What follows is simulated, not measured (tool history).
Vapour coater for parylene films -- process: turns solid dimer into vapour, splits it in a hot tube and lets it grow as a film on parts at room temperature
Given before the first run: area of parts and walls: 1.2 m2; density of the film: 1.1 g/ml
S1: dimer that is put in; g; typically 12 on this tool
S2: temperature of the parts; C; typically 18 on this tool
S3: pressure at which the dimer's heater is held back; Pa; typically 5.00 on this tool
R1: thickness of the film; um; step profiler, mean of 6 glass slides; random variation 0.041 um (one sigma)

run,hour,S1,S2,S3,R1
1,0.0,12,18,5.00,4.21
2,22.5,12,18,5.00,4.20
3,49.0,12,18,5.00,4.20
4,73.4,12,18,5.00,4.18
5,95.2,12,15,5.00,4.53
# hour 98.7: table's thermometer calibrated
6,125.3,12,15,5.00,4.59
7,138.4,12,15,5.00,4.54
8,159.3,19,24,4.54,5.69
# hour 164.1: table's thermometer calibrated, once more
9,178.8,10,11,3.77,4.48
10,205.7,12,18,4.26,4.22

What if the next run were any one of these 5? Each begins from the tool's condition after run 10:
A,225.0,14,18,4.26,?
B,225.0,6,18,2.76,?
C,225.0,7,18,6.57,?
D,225.0,13,18,6.09,?
E,225.0,12,20,5.00,?

run,R1
A,4.96
B,2.28
C,2.36
D,4.39
E,3.91
Take away the tool's hidden state, keep each run's random variation, and the runs would have read:
run,R1
A,5.31
B,2.44
C,2.53
D,4.71
E,4.18
